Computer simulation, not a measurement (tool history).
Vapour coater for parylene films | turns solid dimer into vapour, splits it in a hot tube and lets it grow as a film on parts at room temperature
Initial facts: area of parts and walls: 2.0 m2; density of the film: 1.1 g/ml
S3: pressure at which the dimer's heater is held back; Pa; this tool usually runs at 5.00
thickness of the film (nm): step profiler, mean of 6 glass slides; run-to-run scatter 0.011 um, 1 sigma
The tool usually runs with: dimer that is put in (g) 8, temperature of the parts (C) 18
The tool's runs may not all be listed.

{"run": 1, "hour": 0.0, "dimer that is put in (g)": 8, "temperature of the parts (C)": 18, "S3": 5.0, "thickness of the film (nm)": 2060}
{"run": 2, "hour": 14.3, "dimer that is put in (g)": 8, "temperature of the parts (C)": 18, "S3": 5.0, "thickness of the film (nm)": 2070}
{"run": 3, "hour": 32.9, "dimer that is put in (g)": 8, "temperature of the parts (C)": 16, "S3": 5.0, "thickness of the film (nm)": 2140}
{"run": 4, "hour": 40.9, "dimer that is put in (g)": 8, "temperature of the parts (C)": 18, "S3": 5.0, "thickness of the film (nm)": 2060}
{"run": 5, "hour": 52.6, "dimer that is put in (g)": 8, "temperature of the parts (C)": 18, "S3": 5.0, "thickness of the film (nm)": 2070}
{"hour": 61.2, "done": "trap's valve overhauled"}
{"run": 6, "hour": 67.2, "dimer that is put in (g)": 8, "temperature of the parts (C)": 18, "S3": 5.0, "thickness of the film (nm)": 2300}
{"run": 7, "hour": 78.0, "dimer that is put in (g)": 8, "temperature of the parts (C)": 18, "S3": 5.0, "thickness of the film (nm)": 2270}
{"run": 8, "hour": 96.0, "dimer that is put in (g)": 8, "temperature of the parts (C)": 18, "S3": 4.31, "thickness of the film (nm)": 2320}
{"run": 9, "hour": 113.1, "dimer that is put in (g)": 8, "temperature of the parts (C)": 18, "S3": 5.0, "thickness of the film (nm)": 2270}
{"run": 10, "hour": 124.4, "dimer that is put in (g)": 8, "temperature of the parts (C)": 18, "S3": 3.36, "thickness of the film (nm)": 2380}
{"run": 11, "hour": 139.0, "dimer that is put in (g)": 8, "temperature of the parts (C)": 18, "S3": 5.0, "thickness of the film (nm)": 2260}
{"run": 12, "hour": 153.2, "dimer that is put in (g)": 6, "temperature of the parts (C)": 18, "S3": 5.0, "thickness of the film (nm)": 1690}
{"run": 13, "hour": 163.1, "dimer that is put in (g)": 8, "temperature of the parts (C)": 18, "S3": 5.0, "thickness of the film (nm)": 2250}
{"run": 14, "hour": 180.5, "dimer that is put in (g)": 8, "temperature of the parts (C)": 18, "S3": 5.0, "thickness of the film (nm)": 2250}
{"run": 15, "hour": 199.1, "dimer that is put in (g)": 8, "temperature of the parts (C)": 18, "S3": 5.0, "thickness of the film (nm)": 2230}
{"hour": 201.8, "done": "table's thermometer calibrated"}
{"run": 16, "hour": 216.0, "dimer that is put in (g)": 8, "temperature of the parts (C)": 18, "S3": 5.0, "thickness of the film (nm)": 2260}
{"run": 17, "hour": 231.8, "dimer that is put in (g)": 8, "temperature of the parts (C)": 18, "S3": 5.0, "thickness of the film (nm)": 2260}
{"run": 18, "hour": 250.4, "dimer that is put in (g)": 8, "temperature of the parts (C)": 14, "S3": 5.0, "thickness of the film (nm)": 2420}
{"run": 19, "hour": 267.0, "dimer that is put in (g)": 8, "temperature of the parts (C)": 18, "S3": 5.0, "thickness of the film (nm)": 2220}
{"hour": 277.2, "done": "table's thermometer calibrated, once more"}
{"run": 20, "hour": 281.3, "dimer that is put in (g)": 8, "temperature of the parts (C)": 18, "S3": 5.0, "thickness of the film (nm)": 2210}
{"run": 21, "hour": 295.4, "dimer that is put in (g)": 8, "temperature of the parts (C)": 18, "S3": 5.0, "thickness of the film (nm)": 2210}
{"run": 22, "hour": 307.3, "dimer that is put in (g)": 13, "temperature of the parts (C)": 18, "S3": 5.0, "thickness of the film (nm)": 3590}
{"run": 23, "hour": 316.6, "dimer that is put in (g)": 4, "temperature of the parts (C)": 18, "S3": 5.0, "thickness of the film (nm)": 1110}
{"run": 24, "hour": 327.5, "dimer that is put in (g)": 5, "temperature of the parts (C)": 10, "S3": 9.56, "thickness of the film (nm)": 1520}
{"run": 25, "hour": 338.7, "dimer that is put in (g)": 5, "temperature of the parts (C)": 10, "S3": 9.56, "thickness of the film (nm)": 1510}
{"run": 26, "hour": 348.1, "dimer that is put in (g)": 12, "temperature of the parts (C)": 18, "S3": 7.83, "thickness of the film (nm)": 3150}
{"run": 27, "hour": 357.9, "dimer that is put in (g)": 6, "temperature of the parts (C)": 28, "S3": 3.67, "thickness of the film (nm)": 1390}
{"run": 28, "hour": 374.8, "dimer that is put in (g)": 11, "temperature of the parts (C)": 18, "S3": 2.68, "thickness of the film (nm)": 3190}
{"run": 29, "hour": 393.2, "dimer that is put in (g)": 4, "temperature of the parts (C)": 18, "S3": 7.27, "thickness of the film (nm)": 1060}
{"run": 30, "hour": 406.3, "dimer that is put in (g)": 9, "temperature of the parts (C)": 18, "S3": 4.23, "thickness of the film (nm)": 2510}
{"run": 31, "hour": 419.8, "dimer that is put in (g)": 6, "temperature of the parts (C)": 13, "S3": 5.0, "thickness of the film (nm)": 1820}
{"run": 32, "hour": 430.0, "dimer that is put in (g)": 8, "temperature of the parts (C)": 18, "S3": 3.13, "thickness of the film (nm)": 2290}
{"run": 33, "hour": 440.2, "dimer that is put in (g)": 3, "temperature of the parts (C)": 26, "S3": 2.16, "thickness of the film (nm)": 740}
{"run": 34, "hour": 454.4, "dimer that is put in (g)": 3, "temperature of the parts (C)": 26, "S3": 2.16, "thickness of the film (nm)": 740}
{"run": 35, "hour": 470.8, "dimer that is put in (g)": 7, "temperature of the parts (C)": 15, "S3": 4.28, "thickness of the film (nm)": 2070}
{"run": 36, "hour": 485.3, "dimer that is put in (g)": 7, "temperature of the parts (C)": 15, "S3": 4.28, "thickness of the film (nm)": 2070}
{"run": 37, "hour": 496.0, "dimer that is put in (g)": 3, "temperature of the parts (C)": 18, "S3": 5.87, "thickness of the film (nm)": 800}
{"run": 38, "hour": 510.6, "dimer that is put in (g)": 6, "temperature of the parts (C)": 18, "S3": 5.87, "thickness of the film (nm)": 1590}
{"run": 39, "hour": 525.6, "dimer that is put in (g)": 10, "temperature of the parts (C)": 16, "S3": 4.04, "thickness of the film (nm)": 2890}
{"run": 40, "hour": 542.1, "dimer that is put in (g)": 10, "temperature of the parts (C)": 16, "S3": 4.04, "thickness of the film (nm)": 2850}
{"run": 41, "hour": 557.5, "dimer that is put in (g)": 10, "temperature of the parts (C)": 16, "S3": 4.04, "thickness of the film (nm)": 2850}
{"run": 42, "hour": 569.7, "dimer that is put in (g)": 8, "temperature of the parts (C)": 18, "S3": 4.63, "thickness of the film (nm)": 2170}
{"run": 43, "hour": 577.7, "dimer that is put in (g)": 5, "temperature of the parts (C)": 11, "S3": 4.63, "thickness of the film (nm)": 1540}
{"run": 44, "hour": 595.0, "dimer that is put in (g)": 9, "temperature of the parts (C)": 18, "S3": 5.0, "thickness of the film (nm)": 2420}
{"run": 45, "hour": 609.0, "dimer that is put in (g)": 8, "temperature of the parts (C)": 18, "S3": 7.66, "thickness of the film (nm)": 2050}
{"run": 46, "hour": 625.5, "dimer that is put in (g)": 8, "temperature of the parts (C)": 24, "S3": 5.0, "thickness of the film (nm)": 1910}

The logged runs with the hidden state left out (each run's random variation unchanged):
Unlogged tool condition in this case: vapour lost through the trap's worn valve, %; true temperature of the parts over the reading, C; drift of the gauge itself on film_um, %.
run=1 thickness_of_the_film_(nm)=2280
run=2 thickness_of_the_film_(nm)=2290
run=3 thickness_of_the_film_(nm)=2370
run=4 thickness_of_the_film_(nm)=2290
run=5 thickness_of_the_film_(nm)=2300
run=6 thickness_of_the_film_(nm)=2300
run=7 thickness_of_the_film_(nm)=2270
run=8 thickness_of_the_film_(nm)=2330
run=9 thickness_of_the_film_(nm)=2280
run=10 thickness_of_the_film_(nm)=2390
run=11 thickness_of_the_film_(nm)=2280
run=12 thickness_of_the_film_(nm)=1710
run=13 thickness_of_the_film_(nm)=2270
run=14 thickness_of_the_film_(nm)=2280
run=15 thickness_of_the_film_(nm)=2260
run=16 thickness_of_the_film_(nm)=2300
run=17 thickness_of_the_film_(nm)=2300
run=18 thickness_of_the_film_(nm)=2460
run=19 thickness_of_the_film_(nm)=2260
run=20 thickness_of_the_film_(nm)=2270
run=21 thickness_of_the_film_(nm)=2280
run=22 thickness_of_the_film_(nm)=3700
run=23 thickness_of_the_film_(nm)=1140
run=24 thickness_of_the_film_(nm)=1570
run=25 thickness_of_the_film_(nm)=1560
run=26 thickness_of_the_film_(nm)=3260
run=27 thickness_of_the_film_(nm)=1450
run=28 thickness_of_the_film_(nm)=3320
run=29 thickness_of_the_film_(nm)=1100
run=30 thickness_of_the_film_(nm)=2620
run=31 thickness_of_the_film_(nm)=1900
run=32 thickness_of_the_film_(nm)=2400
run=33 thickness_of_the_film_(nm)=780
run=34 thickness_of_the_film_(nm)=780
run=35 thickness_of_the_film_(nm)=2180
run=36 thickness_of_the_film_(nm)=2180
run=37 thickness_of_the_film_(nm)=840
run=38 thickness_of_the_film_(nm)=1690
run=39 thickness_of_the_film_(nm)=3060
run=40 thickness_of_the_film_(nm)=3030
run=41 thickness_of_the_film_(nm)=3030
run=42 thickness_of_the_film_(nm)=2310
run=43 thickness_of_the_film_(nm)=1640
run=44 thickness_of_the_film_(nm)=2590
run=45 thickness_of_the_film_(nm)=2190
run=46 thickness_of_the_film_(nm)=2040
